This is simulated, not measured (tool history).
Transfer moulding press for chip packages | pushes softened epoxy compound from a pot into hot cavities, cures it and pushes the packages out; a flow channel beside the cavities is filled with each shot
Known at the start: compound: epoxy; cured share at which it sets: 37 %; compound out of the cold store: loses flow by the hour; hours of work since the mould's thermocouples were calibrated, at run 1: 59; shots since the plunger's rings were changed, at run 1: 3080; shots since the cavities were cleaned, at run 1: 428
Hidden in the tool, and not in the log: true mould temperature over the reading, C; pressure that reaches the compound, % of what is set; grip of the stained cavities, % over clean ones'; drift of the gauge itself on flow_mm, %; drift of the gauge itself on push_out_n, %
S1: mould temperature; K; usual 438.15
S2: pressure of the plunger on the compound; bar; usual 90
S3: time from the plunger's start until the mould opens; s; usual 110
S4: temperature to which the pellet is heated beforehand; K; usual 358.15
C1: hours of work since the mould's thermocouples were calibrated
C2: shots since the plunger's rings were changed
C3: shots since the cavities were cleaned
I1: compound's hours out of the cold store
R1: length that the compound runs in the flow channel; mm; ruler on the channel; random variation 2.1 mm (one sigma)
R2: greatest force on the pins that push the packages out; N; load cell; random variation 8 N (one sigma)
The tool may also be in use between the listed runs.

run   hour      S1    S2   S3      S4   C1    C2   C3    I1   R1   R2
  1      0  438.15    90  110  358.15   59  3080  428  33.8  686  498
       3.6  -- cavities cleaned with cleaning compound and waxed
  2     10  438.15    90  110  358.15   64  3161   61  15.3  757  551
  3   19.2  438.15    90  110  356.15   70  3249  149  41.5  657  532
  4   23.9  438.15    90  110  356.15   73  3293  193  19.4  744  555
      27.2  -- plunger's sealing rings changed
        30  -- cavities cleaned with cleaning compound and waxed, once more
  5   36.8  438.15    90  110  358.15   78    76   64  36.5  713  381
  6   43.1  438.15    90  110  358.15   82   137  125  47.1  668  391
  7   49.4  438.15    90  104  358.15   85   196  184    36  712  441
  8   57.3  438.15    90  104  358.15   90   271  259  10.2  821  497
  9   62.6  438.15    90  110  361.15   93   321  309  35.7  711  442
 10   69.4  438.15  72.8  110  361.15   97   386  374  27.1  673  469
      78.9  -- cavities cleaned with cleaning compound and waxed
 11   78.9  438.15    90  110  358.15  102   462    0   8.9  822  361
 12   83.4  438.15    90  140  358.15  104   505   43    44  677  345
 13   91.3  439.15    90  110  358.15  109   580  118  10.9  810  391
 14   97.2  439.15    90  110  358.15  113   636  174  28.6  735  409
 15  101.8  439.15    90  110  358.15  115   680  218    28  733  440
 16  111.4  439.15    90  110  358.15  121   771  309  34.2  703  455
 17  117.7  443.15  72.5  110  350.15  125   831  369  45.8  583  457
 18    123  443.15  72.5  110  350.15  128   881  419  42.8  592  429
     127.8  -- cavities cleaned with cleaning compound and waxed
 19  132.1  438.15  94.4  113  357.15  132   953   41  36.5  716  363
 20  136.2  446.15  94.4  113  367.15  135   992   80  43.8  655  358
 21  140.6  444.15    90  110  358.15  137  1034  122  10.9  775  370
 22  148.6  441.15  96.5   98  359.15  142  1110  198  24.4  759  440
 23  158.2  441.15  96.5   98  359.15  147  1201  289  40.7  695  443
 24  164.4  436.15    90  118  365.15  151  1259  347  11.3  814  498
 25  168.5  438.15    90  110  367.15  154  1299  387  25.8  737  492
 26    174  432.15    80  110  367.15  157  1351  439    19  755  673
     176.5  -- cavities cleaned with cleaning compound and waxed
 27  182.5  438.15    90  149  358.15  161  1417   57  14.4  784  338
 28  191.8  438.15    90  134  354.15  166  1505  145  37.5  691  381

Forecast each of these 3 alternatives for the next run:
  A  198.7  438.15  75.8  110  361.15  170  1572  212  26.6   ?   ?
  B  198.7  438.15    90  110  349.15  170  1572  212  45.8   ?   ?
  C  198.7  438.15    90   98  354.15  170  1572  212  41.2   ?   ?

run   R1   R2
  A  672  442
  B  660  436
  C  677  495
Without the tool's hidden state the same runs would have given:
run   R1   R2
  A  693  345
  B  680  340
  C  697  386
